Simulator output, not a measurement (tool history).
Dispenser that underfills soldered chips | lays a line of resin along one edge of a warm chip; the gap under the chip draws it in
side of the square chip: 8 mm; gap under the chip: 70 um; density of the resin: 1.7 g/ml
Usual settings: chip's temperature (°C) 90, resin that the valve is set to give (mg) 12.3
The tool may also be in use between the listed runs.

run	hour	chip's temperature (°C)	resin that the valve is set to give (mg)	time until the resin shows at the far edge (s)	resin that the valve gave (mg)
1	0.0	90	12.3	38.5	11.80
# hour 1.4: new syringe of resin
2	6.9	90	12.3	31.1	11.76
3	10.8	90	12.3	34.8	11.75
# hour 16.5: new syringe of resin
4	18.9	81	12.3	43.4	11.71
5	23.1	89	12.3	32.4	11.67
# hour 31.5: new syringe of resin
6	31.8	90	14.3	26.0	13.55
7	36.8	90	14.3	30.4	13.50
8	43.4	90	12.3	37.2	11.57
# hour 46.5: new syringe of resin
9	52.2	90	12.3	32.2	11.55
10	57.6	90	12.3	34.9	11.54
# hour 61.3: new syringe of resin
11	63.8	90	12.3	28.4	11.34
12	71.2	90	12.3	33.7	11.34
13	75.3	90	12.3	39.5	11.32
# hour 76.3: new syringe of resin
14	82.7	90	12.3	30.4	11.28
15	89.8	90	12.3	38.8	11.27
# hour 91.2: new syringe of resin
16	94.0	90	12.3	29.3	11.27
17	100.4	90	12.3	34.7	11.20
# hour 106.0: new syringe of resin
18	107.4	90	12.3	26.7	11.16
# hour 111.5: dispensing valve cleaned and set on the balance
19	114.9	90	12.3	32.2	12.16
# hour 122.1: new syringe of resin
20	122.5	90	12.3	26.9	12.30
21	126.1	87	12.3	33.7	12.21

Run 22 comes next. What will it give?
22	134.6	87	12.3	?	?

{"run 22": {"time until the resin shows at the far edge (s)": 42.1, "resin that the valve gave (mg)": 12.08}}
Without the tool's hidden state the same run would have given time until the resin shows at the far edge (s) 31.1, resin that the valve gave (mg) 12.22.

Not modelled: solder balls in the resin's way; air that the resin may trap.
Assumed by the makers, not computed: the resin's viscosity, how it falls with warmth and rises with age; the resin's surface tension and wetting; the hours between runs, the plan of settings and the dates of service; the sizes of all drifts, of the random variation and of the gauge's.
